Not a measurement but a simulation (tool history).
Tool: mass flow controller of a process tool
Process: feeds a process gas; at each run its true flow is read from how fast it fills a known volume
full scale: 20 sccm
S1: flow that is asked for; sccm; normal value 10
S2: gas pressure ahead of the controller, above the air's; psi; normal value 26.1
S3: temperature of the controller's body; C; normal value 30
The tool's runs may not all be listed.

Run 1, hour 0.0: usual settings. Result: true flow (%) 98.70.
Run 2, hour 453.0: usual settings but S2 31.0 psi. Result: true flow (%) 98.44.
Run 3, hour 752.8: usual settings but S2 21.6 psi. Result: true flow (%) 98.66.
Run 4, hour 941.2: usual settings. Result: true flow (%) 98.69.
Run 5, hour 1196.6: usual settings but S3 38 C. Result: true flow (%) 98.34.
Run 6, hour 1390.0: usual settings but S3 38 C. Result: true flow (%) 98.34.
Run 7, hour 1725.2: usual settings but S3 38 C. Result: true flow (%) 98.32.
Run 8, hour 2000.9: usual settings but S3 38 C. Result: true flow (%) 98.43.
Run 9, hour 2193.6: usual settings but S3 38 C. Result: true flow (%) 98.25.
Run 10, hour 2442.0: usual settings. Result: true flow (%) 98.38.
Run 11, hour 2674.6: usual settings. Result: true flow (%) 98.48.
Run 12, hour 3033.0: usual settings. Result: true flow (%) 98.32.
Run 13, hour 3489.6: usual settings. Result: true flow (%) 98.43.
Run 14, hour 3827.4: usual settings. Result: true flow (%) 98.20.
Run 15, hour 4209.6: usual settings but S1 4 sccm, S2 33.5 psi, S3 26 C. Result: true flow (%) 97.47.
Run 16, hour 4483.5: usual settings but S1 2 sccm, S2 28.3 psi, S3 37 C. Result: true flow (%) 97.11.
Run 17, hour 4833.1: usual settings but S1 2 sccm, S2 28.3 psi, S3 37 C. Result: true flow (%) 96.95.
Run 18, hour 5277.5: usual settings but S1 2 sccm, S2 28.3 psi, S3 37 C. Result: true flow (%) 97.08.
Run 19, hour 5699.1: usual settings but S1 2 sccm, S2 28.3 psi, S3 37 C. Result: true flow (%) 96.96.
Run 20, hour 6156.1: usual settings but S1 2 sccm, S2 28.3 psi, S3 37 C. Result: true flow (%) 96.90.
Run 21, hour 6528.2: usual settings but S1 4 sccm, S2 24.4 psi, S3 24 C. Result: true flow (%) 97.35.
Run 22, hour 6835.5: usual settings but S1 5 sccm. Result: true flow (%) 97.48.
Run 23, hour 7252.1: usual settings but S1 5 sccm, S2 20.9 psi, S3 27 C. Result: true flow (%) 97.47.
Run 24, hour 7502.5: usual settings but S1 3 sccm, S2 22.8 psi, S3 34 C. Result: true flow (%) 97.00.
Run 25, hour 7956.4: usual settings but S1 2 sccm, S2 32.6 psi. Result: true flow (%) 96.68.
Run 26, hour 8192.2: usual settings but S1 3 sccm, S2 37.0 psi, S3 37 C. Result: true flow (%) 96.90.
Run 27, hour 8618.7: usual settings but S1 3 sccm, S2 30.7 psi, S3 21 C. Result: true flow (%) 96.99.

4 ways to go on from here, each from the tool as it stands after run 27. What would each give?
Run A, hour 8948.1: usual settings but S1 3 sccm, S2 30.7 psi, S3 26 C. Result: true flow (%) ?.
Run B, hour 8948.1: usual settings but S3 25 C. Result: true flow (%) ?.
Run C, hour 8948.1: usual settings but S1 2 sccm, S2 34.2 psi, S3 21 C. Result: true flow (%) ?.
Run D, hour 8948.1: usual settings but S2 27.6 psi, S3 36 C. Result: true flow (%) ?.

run  true flow (%)
  A          96.97
  B          98.10
  C          96.83
  D          97.69
Stripped of hidden state, with their random variation kept, the same runs would have yielded:
run  true flow (%)
  A          97.75
  B          98.90
  C          97.59
  D          98.49
